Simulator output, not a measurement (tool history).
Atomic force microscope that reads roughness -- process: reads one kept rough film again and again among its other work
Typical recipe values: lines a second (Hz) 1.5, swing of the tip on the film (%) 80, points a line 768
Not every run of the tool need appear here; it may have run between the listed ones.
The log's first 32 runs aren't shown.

run   hour  lines a second (Hz)  swing of the tip on the film (%)  points a line  roughness of the kept film (nm (root mean square))
 33  429.6                  0.8                                76            768                                               1.549
 34    438                  0.8                                58            768                                               1.595
 35  447.4                  0.8                                58            768                                               1.586
     454.5  -- height scale calibrated on a step standard, once more
 36  459.8                  1.5                                82            768                                               1.442
 37  468.8                 1.22                                80            819                                               1.479
 38  484.5                 0.83                                80            864                                               1.502
 39  496.9                 1.78                                83            768                                               1.394
 40  506.4                 0.93                                71            768                                               1.525
     521.9  -- new tip fitted
 41  526.2                  1.5                                67            973                                               1.552
 42  535.5                  1.5                                72            808                                               1.517
 43  555.3                  1.5                                72            808                                               1.506
 44  568.2                 1.59                                80            264                                               1.444
 45  585.5                 0.56                                89            768                                               1.506
 46    604                 0.56                                89            768                                                 1.5
 47  623.8                 1.35                                63            697                                               1.527
     626.5  -- new tip fitted
 48    641                  1.5                                80            314                                               1.465
 49  652.4                  1.5                                60            767                                               1.564
 50  670.1                 1.33                                78            767                                               1.483
 51  685.6                 2.24                                63            305                                               1.511
 52  698.3                 2.24                                63            305                                               1.497
 53  710.7                 2.95                                80            768                                               1.319

Predict each of these 3 candidate next runs independently; none follows another, all start after run 53:
  A  722.5                  1.5                                80            326                                                   ?
  B  722.5                 1.23                                88            568                                                   ?
  C  722.5                 2.52                                80            768                                                   ?

run  roughness of the kept film (nm (root mean square))
  A                                               1.429
  B                                               1.405
  C                                                1.35
With no hidden state in the tool, these same runs would have given:
run  roughness of the kept film (nm (root mean square))
  A                                                1.47
  B                                               1.445
  C                                               1.389
